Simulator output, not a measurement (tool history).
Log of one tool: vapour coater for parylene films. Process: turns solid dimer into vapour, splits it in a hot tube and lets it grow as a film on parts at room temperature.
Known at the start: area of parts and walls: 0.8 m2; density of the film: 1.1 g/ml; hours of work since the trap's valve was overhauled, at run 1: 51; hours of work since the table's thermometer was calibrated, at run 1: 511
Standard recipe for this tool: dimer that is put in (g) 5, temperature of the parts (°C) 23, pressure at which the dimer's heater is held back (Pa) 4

| run | hour | dimer that is put in (g) | temperature of the parts (°C) | pressure at which the dimer's heater is held back (Pa) | hours of work since the trap's valve was overhauled | hours of work since the table's thermometer was calibrated | thickness of the film (nm) |
|---|---|---|---|---|---|---|---|
| 1 | 0 | 5 | 23 | 4 | 51 | 511 | 3740 |
| 2 | 24.5 | 5 | 23 | 4 | 63 | 523 | 3670 |
| 3 | 35.8 | 5 | 23 | 4 | 69 | 529 | 3680 |
| 4 | 61.1 | 7 | 23 | 4 | 82 | 542 | 5170 |
| 5 | 81.5 | 5 | 19 | 4 | 92 | 552 | 4430 |
| 6 | 97.1 | 5 | 19 | 4 | 100 | 560 | 4460 |
| 7 | 121 | 5 | 23 | 4 | 112 | 572 | 3670 |
| 8 | 139 | 5 | 23 | 4 | 121 | 581 | 3640 |
| 9 | 160.8 | 5 | 23 | 4 | 131 | 592 | 3620 |
| 10 | 184.4 | 5 | 23 | 4 | 143 | 603 | 3580 |
| 11 | 195.8 | 5 | 23 | 4 | 149 | 609 | 3610 |
| 12 | 220 | 5 | 23 | 4 | 161 | 621 | 3550 |
| 13 | 243.1 | 5 | 23 | 4 | 173 | 633 | 3480 |
| 14 | 257.3 | 5 | 21 | 9.65 | 180 | 640 | 3640 |
| 15 | 275.5 | 7 | 19 | 2.76 | 189 | 649 | 6080 |
| 16 | 293.1 | 6 | 15 | 4 | 198 | 658 | 6210 |
| 17 | 308.5 | 3 | 26 | 10.13 | 205 | 665 | 1670 |
| 18 | 328.8 | 5 | 20 | 2.19 | 215 | 676 | 4220 |
| 19 | 352.7 | 5 | 20 | 2.19 | 227 | 688 | 4220 |
| 20 | 366.3 | 5 | 20 | 2.19 | 234 | 694 | 4200 |
| 21 | 381.7 | 4 | 16 | 2.43 | 242 | 702 | 4040 |
| 22 | 392.7 | 4 | 16 | 2.43 | 247 | 708 | 3970 |
| 23 | 406.9 | 4 | 15 | 7.53 | 255 | 715 | 3880 |
| 24 | 420.6 | 4 | 15 | 7.53 | 261 | 722 | 3900 |

Some steps in thickness of the film (nm), run to run, broken into two amounts with sign: the step expected even without the hidden condition (settings, incoming material, random variation), and the rest, left for the hidden condition together with whatever gauge scatter is not in both the measured and the hidden-condition-free result:
Hidden state at play: vapour lost through the trap's worn valve, %; true temperature of the parts over the reading, C; drift of the gauge itself on film_um, %.
Run 16 -> 17: dimer that is put in (g) 6 -> 3, temperature of the parts (°C) 15 -> 26, pressure at which the dimer's heater is held back (Pa) 4 -> 10.13. thickness of the film (nm) -4540: hidden state +350, all else -4890.
Run 17 -> 18: dimer that is put in (g) 3 -> 5, temperature of the parts (°C) 26 -> 20, pressure at which the dimer's heater is held back (Pa) 10.13 -> 2.19. thickness of the film (nm) +2550: hidden state -240, all else +2790.
